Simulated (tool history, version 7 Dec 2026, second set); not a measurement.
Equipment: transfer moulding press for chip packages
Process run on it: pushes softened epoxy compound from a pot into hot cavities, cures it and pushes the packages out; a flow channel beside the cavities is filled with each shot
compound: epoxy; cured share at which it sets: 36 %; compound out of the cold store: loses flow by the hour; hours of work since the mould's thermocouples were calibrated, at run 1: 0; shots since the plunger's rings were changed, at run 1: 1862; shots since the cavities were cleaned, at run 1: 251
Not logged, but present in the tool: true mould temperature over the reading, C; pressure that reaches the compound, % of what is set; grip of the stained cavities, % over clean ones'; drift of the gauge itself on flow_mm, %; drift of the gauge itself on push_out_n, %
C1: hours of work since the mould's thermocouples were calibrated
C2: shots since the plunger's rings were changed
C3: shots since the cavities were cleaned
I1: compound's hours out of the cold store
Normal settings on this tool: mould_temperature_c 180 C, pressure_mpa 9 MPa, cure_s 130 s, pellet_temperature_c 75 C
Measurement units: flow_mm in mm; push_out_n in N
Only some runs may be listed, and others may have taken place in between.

run 1 hour=0 | mould_temperature_c=180 pressure_mpa=9 cure_s=130 pellet_temperature_c=75 | C1=0 C2=1862 C3=251 | I1=21.8 | flow_mm=676 push_out_n=303
-- hour=53.8 cavities cleaned with cleaning compound and waxed
run 2 hour=86.4 | mould_temperature_c=180 pressure_mpa=9 cure_s=130 pellet_temperature_c=75 | C1=37 C2=2439 C3=222 | I1=12.3 | flow_mm=700 push_out_n=293
run 3 hour=137.2 | mould_temperature_c=180 pressure_mpa=9 cure_s=130 pellet_temperature_c=75 | C1=59 C2=2784 C3=567 | I1=45.9 | flow_mm=629 push_out_n=362
-- hour=144.8 cavities cleaned with cleaning compound and waxed
run 4 hour=199.6 | mould_temperature_c=183 pressure_mpa=9 cure_s=130 pellet_temperature_c=75 | C1=85 C2=3199 C3=373 | I1=30.8 | flow_mm=650 push_out_n=313
-- hour=234.9 cavities cleaned with cleaning compound and waxed
run 5 hour=241.1 | mould_temperature_c=183 pressure_mpa=9 cure_s=130 pellet_temperature_c=75 | C1=103 C2=3471 C3=43 | I1=11.1 | flow_mm=665 push_out_n=226
-- hour=325 cavities cleaned with cleaning compound and waxed
run 6 hour=330.6 | mould_temperature_c=180 pressure_mpa=7.59 cure_s=130 pellet_temperature_c=75 | C1=141 C2=4069 C3=38 | I1=29.5 | flow_mm=592 push_out_n=238
run 7 hour=406.6 | mould_temperature_c=180 pressure_mpa=7.59 cure_s=130 pellet_temperature_c=75 | C1=174 C2=4586 C3=555 | I1=21.1 | flow_mm=593 push_out_n=370
-- hour=413.9 cavities cleaned with cleaning compound and waxed
run 8 hour=464.6 | mould_temperature_c=180 pressure_mpa=9 cure_s=130 pellet_temperature_c=81 | C1=199 C2=4970 C3=345 | I1=25.6 | flow_mm=644 push_out_n=318
-- hour=503.9 cavities cleaned with cleaning compound and waxed
run 9 hour=538 | mould_temperature_c=180 pressure_mpa=9 cure_s=130 pellet_temperature_c=81 | C1=230 C2=5459 C3=232 | I1=22.2 | flow_mm=630 push_out_n=298
run 10 hour=577.3 | mould_temperature_c=180 pressure_mpa=9 cure_s=130 pellet_temperature_c=75 | C1=247 C2=5726 C3=499 | I1=41.4 | flow_mm=608 push_out_n=373
-- hour=597.1 cavities cleaned with cleaning compound and waxed
run 11 hour=633.4 | mould_temperature_c=180 pressure_mpa=9 cure_s=130 pellet_temperature_c=75 | C1=271 C2=6098 C3=247 | I1=26.4 | flow_mm=637 push_out_n=321
-- hour=687 cavities cleaned with cleaning compound and waxed
run 12 hour=697.9 | mould_temperature_c=180 pressure_mpa=9 cure_s=130 pellet_temperature_c=75 | C1=298 C2=6526 C3=74 | I1=37.1 | flow_mm=605 push_out_n=248
-- hour=720 plunger's sealing rings changed
-- hour=780.9 cavities cleaned with cleaning compound and waxed
run 13 hour=787 | mould_temperature_c=180 pressure_mpa=9 cure_s=130 pellet_temperature_c=75 | C1=335 C2=445 C3=41 | I1=29.1 | flow_mm=666 push_out_n=235
run 14 hour=861.4 | mould_temperature_c=173 pressure_mpa=9 cure_s=130 pellet_temperature_c=75 | C1=367 C2=952 C3=548 | I1=21.1 | flow_mm=693 push_out_n=525
-- hour=876 cavities cleaned with cleaning compound and waxed
run 15 hour=949.2 | mould_temperature_c=173 pressure_mpa=9 cure_s=130 pellet_temperature_c=75 | C1=405 C2=1539 C3=498 | I1=43.9 | flow_mm=648 push_out_n=512
-- hour=966.8 cavities cleaned with cleaning compound and waxed
run 16 hour=1029.8 | mould_temperature_c=177 pressure_mpa=7.6 cure_s=130 pellet_temperature_c=75 | C1=439 C2=2076 C3=428 | I1=12.4 | flow_mm=639 push_out_n=403
-- hour=1058.1 cavities cleaned with cleaning compound and waxed
run 17 hour=1111 | mould_temperature_c=179 pressure_mpa=9 cure_s=130 pellet_temperature_c=76 | C1=474 C2=2618 C3=359 | I1=38.1 | flow_mm=646 push_out_n=353
-- hour=1141.3 mould's thermocouples calibrated
-- hour=1149.6 cavities cleaned with cleaning compound and waxed
run 18 hour=1152.5 | mould_temperature_c=179 pressure_mpa=9 cure_s=130 pellet_temperature_c=76 | C1=4 C2=2877 C3=20 | I1=43.6 | flow_mm=625 push_out_n=240
run 19 hour=1202.3 | mould_temperature_c=179 pressure_mpa=9 cure_s=130 pellet_temperature_c=76 | C1=26 C2=3216 C3=359 | I1=34.3 | flow_mm=640 push_out_n=347
-- hour=1240.7 cavities cleaned with cleaning compound and waxed
run 20 hour=1261.2 | mould_temperature_c=182 pressure_mpa=9 cure_s=130 pellet_temperature_c=76 | C1=51 C2=3606 C3=139 | I1=12.5 | flow_mm=666 push_out_n=258
-- hour=1331.3 cavities cleaned with cleaning compound and waxed
run 21 hour=1331.3 | mould_temperature_c=183 pressure_mpa=9.26 cure_s=149 pellet_temperature_c=78 | C1=81 C2=4073 C3=0 | I1=42.7 | flow_mm=616 push_out_n=200
run 22 hour=1377.6 | mould_temperature_c=180 pressure_mpa=7.51 cure_s=130 pellet_temperature_c=75 | C1=101 C2=4387 C3=314 | I1=15.6 | flow_mm=598 push_out_n=321
-- hour=1425.6 cavities cleaned with cleaning compound and waxed
run 23 hour=1441.4 | mould_temperature_c=173 pressure_mpa=9.02 cure_s=151 pellet_temperature_c=74 | C1=128 C2=4811 C3=107 | I1=39.8 | flow_mm=622 push_out_n=263
-- hour=1514.9 cavities cleaned with cleaning compound and waxed
run 24 hour=1521.3 | mould_temperature_c=173 pressure_mpa=8.51 cure_s=120 pellet_temperature_c=74 | C1=162 C2=5344 C3=43 | I1=18.1 | flow_mm=637 push_out_n=363
run 25 hour=1596.7 | mould_temperature_c=174 pressure_mpa=8.99 cure_s=120 pellet_temperature_c=74 | C1=195 C2=5857 C3=556 | I1=35.9 | flow_mm=625 push_out_n=525
-- hour=1603.1 cavities cleaned with cleaning compound and waxed
run 26 hour=1687.2 | mould_temperature_c=176 pressure_mpa=7.94 cure_s=120 pellet_temperature_c=74 | C1=233 C2=6462 C3=572 | I1=22.9 | flow_mm=596 push_out_n=467
-- hour=1695.1 cavities cleaned with cleaning compound and waxed
-- hour=1715.7 plunger's sealing rings changed
run 27 hour=1771.3 | mould_temperature_c=178 pressure_mpa=9 cure_s=130 pellet_temperature_c=76 | C1=268 C2=378 C3=501 | I1=26.6 | flow_mm=682 push_out_n=374

Branching from run 27: 4 alternative next runs. What would each branch give?
-- hour=1791.3 cavities cleaned with cleaning compound and waxed
run A hour=1813.8 | mould_temperature_c=178 pressure_mpa=9 cure_s=129 pellet_temperature_c=71 | C1=286 C2=656 C3=153 | I1=16.6 | flow_mm=? push_out_n=?
-- hour=1791.3 cavities cleaned with cleaning compound and waxed
run B hour=1813.8 | mould_temperature_c=173 pressure_mpa=9 cure_s=130 pellet_temperature_c=76 | C1=286 C2=656 C3=153 | I1=13.2 | flow_mm=? push_out_n=?
-- hour=1791.3 cavities cleaned with cleaning compound and waxed
run C hour=1813.8 | mould_temperature_c=180 pressure_mpa=9.03 cure_s=129 pellet_temperature_c=75 | C1=286 C2=656 C3=153 | I1=47.6 | flow_mm=? push_out_n=?
-- hour=1791.3 cavities cleaned with cleaning compound and waxed
run D hour=1813.8 | mould_temperature_c=178 pressure_mpa=9 cure_s=130 pellet_temperature_c=85 | C1=286 C2=656 C3=153 | I1=21.5 | flow_mm=? push_out_n=?

run=A flow_mm=704 push_out_n=302
run=B flow_mm=716 push_out_n=376
run=C flow_mm=648 push_out_n=279
run=D flow_mm=691 push_out_n=288
With the hidden condition removed and each run's random variation left untouched, the same runs would have given:
run=A flow_mm=710 push_out_n=235
run=B flow_mm=722 push_out_n=290
run=C flow_mm=654 push_out_n=218
run=D flow_mm=697 push_out_n=225
